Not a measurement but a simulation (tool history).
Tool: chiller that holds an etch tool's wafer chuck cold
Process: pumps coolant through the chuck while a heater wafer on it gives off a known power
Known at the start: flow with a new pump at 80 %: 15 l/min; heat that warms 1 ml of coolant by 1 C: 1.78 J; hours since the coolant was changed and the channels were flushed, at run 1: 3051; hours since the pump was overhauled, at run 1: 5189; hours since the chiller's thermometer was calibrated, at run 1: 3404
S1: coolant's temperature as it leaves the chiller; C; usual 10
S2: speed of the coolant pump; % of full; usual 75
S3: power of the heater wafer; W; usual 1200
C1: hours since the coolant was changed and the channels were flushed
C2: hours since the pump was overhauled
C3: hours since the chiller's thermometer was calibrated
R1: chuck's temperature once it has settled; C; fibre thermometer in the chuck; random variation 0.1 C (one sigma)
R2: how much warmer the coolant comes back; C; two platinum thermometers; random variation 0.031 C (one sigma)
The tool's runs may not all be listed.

run	hour	S1	S2	S3	C1	C2	C3	R1	R2
1	0.0	10	75	1200	3051	5189	3404	24.1	2.89
2	133.8	10	75	1200	3185	5323	3538	23.9	2.87
3	272.6	10	75	1200	3324	5462	3677	23.9	2.87
4	487.7	10	75	1200	3539	5677	3892	23.8	2.92
5	607.7	10	75	1200	3659	5797	4012	23.9	2.86
6	807.9	10	75	1200	3859	5997	4212	23.9	2.90

Run 7 comes next. What will it give?
7	1016.4	18	75	1154	4067	6206	4420	?	?

{"run 7": {"R1": 31.5, "R2": 2.75}}
Without the tool's hidden state the same run would have given R1 31.4 C, R2 2.75 C.
